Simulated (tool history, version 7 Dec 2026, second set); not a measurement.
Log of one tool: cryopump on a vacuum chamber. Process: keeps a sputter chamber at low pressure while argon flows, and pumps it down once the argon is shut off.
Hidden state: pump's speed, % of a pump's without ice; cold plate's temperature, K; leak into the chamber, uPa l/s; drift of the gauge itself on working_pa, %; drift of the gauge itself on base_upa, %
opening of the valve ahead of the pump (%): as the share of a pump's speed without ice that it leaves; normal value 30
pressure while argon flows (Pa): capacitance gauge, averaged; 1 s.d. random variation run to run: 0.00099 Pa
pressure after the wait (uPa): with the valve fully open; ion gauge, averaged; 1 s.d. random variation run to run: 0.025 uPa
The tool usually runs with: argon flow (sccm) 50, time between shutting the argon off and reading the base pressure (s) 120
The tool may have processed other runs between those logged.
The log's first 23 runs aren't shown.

| run | hour | argon flow (sccm) | time between shutting the argon off and reading the base pressure (s) | opening of the valve ahead of the pump (%) | hours of work since the pump was warmed up and emptied | hours of work since the cold head was overhauled | hours of work since the chamber's fittings were tightened | pressure while argon flows (Pa) | pressure after the wait (uPa) |
|---|---|---|---|---|---|---|---|---|---|
| 24 | 512.3 | 41 | 58 | 30 | 618 | 618 | 1163 | 0.1883 | 2.68 |
| 25 | 531.7 | 25 | 57 | 40 | 627 | 627 | 1172 | 0.0891 | 2.66 |
| 26 | 544.2 | 69 | 76 | 30 | 633 | 633 | 1178 | 0.3178 | 2.29 |
| 27 | 569.3 | 69 | 174 | 30 | 645 | 645 | 1190 | 0.3159 | 1.58 |
| 28 | 583.5 | 47 | 262 | 49 | 652 | 652 | 1197 | 0.1385 | 1.49 |
| 29 | 603.6 | 39 | 75 | 15 | 661 | 661 | 1206 | 0.3463 | 2.31 |
| 30 | 632.7 | 50 | 72 | 49 | 675 | 675 | 1220 | 0.1492 | 2.46 |
| 31 | 649.8 | 61 | 57 | 26 | 683 | 683 | 1228 | 0.3217 | 2.72 |

Estimate the outcome of run 32 from the log above:
| 32 | 667.5 | 61 | 57 | 26 | 691 | 691 | 1236 | ? | ? |

Logged for run 32: pressure while argon flows (Pa) 0.324, pressure after the wait (uPa) 2.79.
Take away the tool's hidden state, keep the run-to-run variation as it was, and the same run would have given pressure while argon flows (Pa) 0.3002, pressure after the wait (uPa) 1.84.
